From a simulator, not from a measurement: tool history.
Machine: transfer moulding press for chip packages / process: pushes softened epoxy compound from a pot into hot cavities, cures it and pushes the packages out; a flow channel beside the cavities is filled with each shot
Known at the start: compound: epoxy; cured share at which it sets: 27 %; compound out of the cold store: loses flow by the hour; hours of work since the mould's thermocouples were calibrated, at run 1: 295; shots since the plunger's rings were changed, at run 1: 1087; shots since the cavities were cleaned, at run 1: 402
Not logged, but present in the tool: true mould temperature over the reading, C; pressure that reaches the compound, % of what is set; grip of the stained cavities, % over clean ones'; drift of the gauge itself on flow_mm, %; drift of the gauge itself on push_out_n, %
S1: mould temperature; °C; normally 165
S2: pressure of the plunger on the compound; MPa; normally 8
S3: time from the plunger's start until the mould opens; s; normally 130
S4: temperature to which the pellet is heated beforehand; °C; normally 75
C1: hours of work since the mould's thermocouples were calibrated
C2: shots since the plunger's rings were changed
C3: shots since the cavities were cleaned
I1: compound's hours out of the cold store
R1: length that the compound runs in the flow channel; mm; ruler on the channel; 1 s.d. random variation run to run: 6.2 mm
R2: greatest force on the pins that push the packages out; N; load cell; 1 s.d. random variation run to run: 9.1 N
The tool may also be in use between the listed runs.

run	day	S1	S2	S3	S4	C1	C2	C3	I1	R1	R2
1	0	165	8	130	75	295	1087	402	39.7	667	603
2	0.721	165	8	130	75	308	1282	597	8.4	849	662
3	1.317	165	8	130	81	319	1444	759	35.4	688	644
# day 2.108: cavities cleaned with cleaning compound and waxed
4	2.108	165	8	130	75	332	1641	0	14.8	794	430
5	2.554	165	8	130	75	341	1763	122	34.9	678	479
6	3.088	165	8	120	75	350	1907	266	11.4	818	665
7	3.708	165	8	130	75	362	2075	434	42.7	638	619
8	4.333	165	8	130	75	373	2245	604	17.2	780	652
9	5.162	167	8	130	75	388	2470	829	18.5	763	639
# day 5.725: cavities cleaned with cleaning compound and waxed
10	5.767	167	8	130	75	398	2617	11	16.8	754	390
11	6.308	167	8	130	75	408	2764	158	33.1	679	478
12	6.708	165	8.15	123	75	415	2873	267	38.2	660	571
13	7.117	165	8	130	70	422	2983	377	9.1	832	603
14	7.658	165	8	169	80	432	3130	524	43.7	621	547
15	8.208	165	8	118	75	442	3279	673	46	604	718
16	8.617	160	7.41	167	80	450	3390	784	41.6	623	631
# day 9.325: cavities cleaned with cleaning compound and waxed
17	9.533	160	7.41	167	80	465	3622	56	46.4	606	424
18	10.225	157	7.41	167	82	478	3810	244	22.2	720	566
19	10.642	159	7.45	139	80	486	3923	357	21.3	728	703
20	11.133	159	7.45	118	80	495	4056	490	37.2	646	910

What if the next run were any one of these 5? Each begins from the tool's condition after run 20:
A	11.658	165	8.8	130	74	504	4199	633	31.9	?	?
B	11.658	165	8	118	71	504	4199	633	20.2	?	?
C	11.658	165	8	117	75	504	4199	633	34.1	?	?
D	11.658	164	7.73	138	80	504	4199	633	30.1	?	?
E	11.658	165	8.66	115	80	504	4199	633	20.1	?	?

run	R1	R2
A	707	636
B	720	749
C	657	703
D	670	618
E	758	784
Without the tool's hidden state the same runs would have given:
run	R1	R2
A	766	409
B	780	493
C	712	458
D	726	397
E	821	515
